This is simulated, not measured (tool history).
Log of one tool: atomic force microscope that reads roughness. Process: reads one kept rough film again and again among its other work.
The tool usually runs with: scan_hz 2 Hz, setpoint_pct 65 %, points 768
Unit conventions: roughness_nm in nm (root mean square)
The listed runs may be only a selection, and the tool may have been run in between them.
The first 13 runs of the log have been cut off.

{"run": 14, "hour": 80.0, "scan_hz": 2, "setpoint_pct": 65, "points": 507, "roughness_nm": 0.852}
{"run": 15, "hour": 89.1, "scan_hz": 2, "setpoint_pct": 65, "points": 507, "roughness_nm": 0.859}
{"run": 16, "hour": 95.4, "scan_hz": 2, "setpoint_pct": 65, "points": 507, "roughness_nm": 0.854}
{"hour": 100.9, "done": "new tip fitted"}
{"run": 17, "hour": 102.7, "scan_hz": 2, "setpoint_pct": 65, "points": 507, "roughness_nm": 0.855}
{"run": 18, "hour": 107.9, "scan_hz": 2, "setpoint_pct": 65, "points": 507, "roughness_nm": 0.854}
{"run": 19, "hour": 113.7, "scan_hz": 0.54, "setpoint_pct": 65, "points": 768, "roughness_nm": 0.927}
{"run": 20, "hour": 123.2, "scan_hz": 1.65, "setpoint_pct": 74, "points": 314, "roughness_nm": 0.809}
{"run": 21, "hour": 131.7, "scan_hz": 0.69, "setpoint_pct": 67, "points": 407, "roughness_nm": 0.902}
{"hour": 133.1, "done": "new tip fitted"}
{"run": 22, "hour": 139.6, "scan_hz": 1.08, "setpoint_pct": 67, "points": 257, "roughness_nm": 0.859}
{"run": 23, "hour": 145.0, "scan_hz": 1.08, "setpoint_pct": 67, "points": 257, "roughness_nm": 0.864}
{"run": 24, "hour": 153.8, "scan_hz": 0.97, "setpoint_pct": 65, "points": 343, "roughness_nm": 0.885}
{"run": 25, "hour": 162.3, "scan_hz": 2.65, "setpoint_pct": 65, "points": 768, "roughness_nm": 0.827}
{"hour": 165.1, "done": "new tip fitted"}
{"run": 26, "hour": 172.2, "scan_hz": 2.65, "setpoint_pct": 65, "points": 768, "roughness_nm": 0.83}
{"run": 27, "hour": 178.9, "scan_hz": 1.73, "setpoint_pct": 89, "points": 289, "roughness_nm": 0.705}
{"run": 28, "hour": 183.6, "scan_hz": 1.73, "setpoint_pct": 89, "points": 289, "roughness_nm": 0.711}
{"run": 29, "hour": 192.2, "scan_hz": 1.73, "setpoint_pct": 89, "points": 289, "roughness_nm": 0.702}
{"hour": 197.2, "done": "new tip fitted"}
{"run": 30, "hour": 200.6, "scan_hz": 3.3, "setpoint_pct": 89, "points": 1005, "roughness_nm": 0.592}
{"run": 31, "hour": 204.9, "scan_hz": 2, "setpoint_pct": 65, "points": 312, "roughness_nm": 0.839}
{"run": 32, "hour": 211.2, "scan_hz": 2, "setpoint_pct": 65, "points": 312, "roughness_nm": 0.846}
{"run": 33, "hour": 216.7, "scan_hz": 2, "setpoint_pct": 65, "points": 312, "roughness_nm": 0.839}
{"run": 34, "hour": 225.5, "scan_hz": 0.61, "setpoint_pct": 70, "points": 500, "roughness_nm": 0.894}
{"hour": 229.4, "done": "new tip fitted"}
{"run": 35, "hour": 233.8, "scan_hz": 0.61, "setpoint_pct": 60, "points": 384, "roughness_nm": 0.904}
{"run": 36, "hour": 239.0, "scan_hz": 0.61, "setpoint_pct": 60, "points": 384, "roughness_nm": 0.92}
{"run": 37, "hour": 247.0, "scan_hz": 2.15, "setpoint_pct": 63, "points": 674, "roughness_nm": 0.855}
{"run": 38, "hour": 255.8, "scan_hz": 2.15, "setpoint_pct": 63, "points": 674, "roughness_nm": 0.858}

Here are 4 independent what-if runs from the current tool condition. What would each one return?
{"hour": 261.7, "done": "new tip fitted"}
{"run": "A", "hour": 264.5, "scan_hz": 0.59, "setpoint_pct": 67, "points": 850, "roughness_nm": "?"}
{"hour": 261.7, "done": "new tip fitted"}
{"run": "B", "hour": 264.5, "scan_hz": 3.01, "setpoint_pct": 81, "points": 814, "roughness_nm": "?"}
{"hour": 261.7, "done": "new tip fitted"}
{"run": "C", "hour": 264.5, "scan_hz": 1.72, "setpoint_pct": 76, "points": 754, "roughness_nm": "?"}
{"hour": 261.7, "done": "new tip fitted"}
{"run": "D", "hour": 264.5, "scan_hz": 1.4, "setpoint_pct": 83, "points": 674, "roughness_nm": "?"}

run=A roughness_nm=0.91
run=B roughness_nm=0.688
run=C roughness_nm=0.819
run=D roughness_nm=0.792
The same runs, with their run-to-run variation unchanged, on a tool lacking any hidden condition would have given:
run=A roughness_nm=0.911
run=B roughness_nm=0.688
run=C roughness_nm=0.82
run=D roughness_nm=0.793
